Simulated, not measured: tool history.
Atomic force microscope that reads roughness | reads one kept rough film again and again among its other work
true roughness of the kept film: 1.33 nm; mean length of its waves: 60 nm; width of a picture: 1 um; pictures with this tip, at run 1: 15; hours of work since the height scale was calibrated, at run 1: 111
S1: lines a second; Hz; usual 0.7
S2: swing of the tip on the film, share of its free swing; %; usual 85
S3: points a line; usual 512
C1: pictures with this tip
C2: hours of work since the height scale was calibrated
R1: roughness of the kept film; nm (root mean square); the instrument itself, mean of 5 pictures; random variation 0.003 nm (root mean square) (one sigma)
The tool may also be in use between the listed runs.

| run | hour | S1 | S2 | S3 | C1 | C2 | R1 |
|---|---|---|---|---|---|---|---|
| 1 | 0 | 0.7 | 85 | 512 | 15 | 111 | 1.259 |
| 2 | 20.7 | 0.7 | 85 | 512 | 33 | 119 | 1.259 |
| 3 | 42.5 | 0.7 | 66 | 512 | 52 | 128 | 1.282 |
| 4 | 56.4 | 0.7 | 66 | 512 | 65 | 134 | 1.284 |
| 5 | 77.2 | 0.7 | 66 | 512 | 83 | 142 | 1.279 |
| 6 | 98.6 | 0.7 | 87 | 512 | 101 | 151 | 1.241 |
| 7 | 109 | 3.685 | 87 | 512 | 110 | 156 | 1.038 |
| 8 | 128 | 0.7 | 86 | 512 | 127 | 164 | 1.23 |
| 9 | 146.4 | 0.7 | 87 | 512 | 143 | 171 | 1.235 |
|  | 149.2 | height scale calibrated on a step standard |
| 10 | 165.4 | 0.7 | 56 | 512 | 159 | 7 | 1.273 |
|  | 178.4 | new tip fitted |
| 11 | 183.2 | 0.669 | 85 | 512 | 4 | 14 | 1.257 |
| 12 | 202.6 | 0.669 | 85 | 512 | 21 | 22 | 1.262 |
| 13 | 224.5 | 0.669 | 85 | 512 | 40 | 31 | 1.251 |
| 14 | 234.2 | 0.669 | 85 | 512 | 48 | 35 | 1.256 |
| 15 | 244.6 | 0.669 | 57 | 512 | 57 | 39 | 1.297 |
| 16 | 258.9 | 0.688 | 85 | 372 | 70 | 45 | 1.25 |
| 17 | 280.9 | 0.688 | 83 | 372 | 89 | 54 | 1.25 |
|  | 287.8 | height scale calibrated on a step standard, once more |
| 18 | 301.7 | 0.688 | 83 | 372 | 106 | 6 | 1.25 |
| 19 | 314.6 | 0.688 | 83 | 372 | 117 | 11 | 1.242 |
| 20 | 337.2 | 0.905 | 61 | 512 | 137 | 20 | 1.27 |
| 21 | 351.4 | 2.73 | 85 | 575 | 149 | 26 | 1.111 |
| 22 | 372.2 | 2.73 | 85 | 575 | 167 | 35 | 1.105 |
|  | 374.2 | new tip fitted |
| 23 | 384.4 | 2.216 | 85 | 434 | 9 | 40 | 1.155 |

The next listed run, before its measurement:
| 24 | 407.3 | 0.7 | 72 | 296 | 29 | 49 | ? |

Run 24 gave R1 1.277 nm (root mean square).
Without the tool's hidden state the same run would have given R1 1.286 nm (root mean square).

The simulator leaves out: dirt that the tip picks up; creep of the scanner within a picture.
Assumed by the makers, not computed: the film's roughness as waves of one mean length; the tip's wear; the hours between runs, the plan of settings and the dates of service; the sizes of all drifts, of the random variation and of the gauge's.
